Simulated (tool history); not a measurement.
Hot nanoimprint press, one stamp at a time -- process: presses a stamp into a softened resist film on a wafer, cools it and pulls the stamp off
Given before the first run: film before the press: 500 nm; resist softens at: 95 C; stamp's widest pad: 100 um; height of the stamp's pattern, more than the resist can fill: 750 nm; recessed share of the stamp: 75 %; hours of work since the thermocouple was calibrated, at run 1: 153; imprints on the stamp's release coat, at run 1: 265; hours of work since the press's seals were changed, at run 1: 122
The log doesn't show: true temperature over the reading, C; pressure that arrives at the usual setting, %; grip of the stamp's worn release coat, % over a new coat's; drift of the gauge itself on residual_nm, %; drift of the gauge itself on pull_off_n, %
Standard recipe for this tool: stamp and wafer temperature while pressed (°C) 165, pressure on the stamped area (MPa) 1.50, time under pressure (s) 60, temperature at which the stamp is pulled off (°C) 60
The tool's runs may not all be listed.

| run | day | stamp and wafer temperature while pressed (°C) | pressure on the stamped area (MPa) | time under pressure (s) | temperature at which the stamp is pulled off (°C) | hours of work since the thermocouple was calibrated | imprints on the stamp's release coat | hours of work since the press's seals were changed | resist left under the stamp's widest pad (angstrom) | greatest force while the stamp is pulled off (N) |
|---|---|---|---|---|---|---|---|---|---|---|
| 1 | 0.000 | 165 | 1.50 | 60 | 60 | 153 | 265 | 122 | 2012 | 223 |
| 2 | 0.217 | 165 | 1.50 | 60 | 60 | 157 | 293 | 126 | 1996 | 221 |
| 3 | 0.554 | 165 | 1.50 | 60 | 60 | 163 | 337 | 132 | 2015 | 225 |
| 4 | 0.842 | 165 | 1.50 | 60 | 60 | 168 | 375 | 137 | 2002 | 223 |
| 5 | 1.150 | 165 | 1.50 | 60 | 60 | 174 | 415 | 143 | 1979 | 223 |
| 6 | 1.454 | 165 | 1.50 | 60 | 60 | 180 | 455 | 149 | 1993 | 227 |
| 7 | 1.750 | 165 | 1.50 | 60 | 62 | 185 | 493 | 154 | 1959 | 219 |
| 8 | 2.075 | 165 | 1.50 | 60 | 61 | 191 | 536 | 160 | 1986 | 226 |
| 9 | 2.254 | 165 | 1.24 | 60 | 61 | 194 | 560 | 163 | 2146 | 221 |
| 10 | 2.550 | 165 | 1.50 | 60 | 51 | 200 | 598 | 169 | 1977 | 245 |
| 11 | 2.925 | 165 | 1.50 | 60 | 51 | 207 | 648 | 176 | 1983 | 248 |
| 12 | 3.338 | 165 | 1.50 | 60 | 51 | 214 | 702 | 183 | 1973 | 246 |
| 13 | 3.525 | 165 | 1.11 | 60 | 54 | 218 | 726 | 186 | 2228 | 243 |
| 14 | 3.892 | 165 | 1.11 | 60 | 54 | 224 | 774 | 193 | 2251 | 244 |
| 15 | 4.146 | 165 | 1.00 | 60 | 57 | 229 | 807 | 198 | 2352 | 234 |

What will run 16 give?
| 16 | 4.462 | 165 | 1.00 | 60 | 57 | 235 | 848 | 204 | ? | ? |

Run 16 measured resist left under the stamp's widest pad (angstrom) 2335, greatest force while the stamp is pulled off (N) 241.
Without the tool's hidden state the same run would have given resist left under the stamp's widest pad (angstrom) 2470, greatest force while the stamp is pulled off (N) 229.
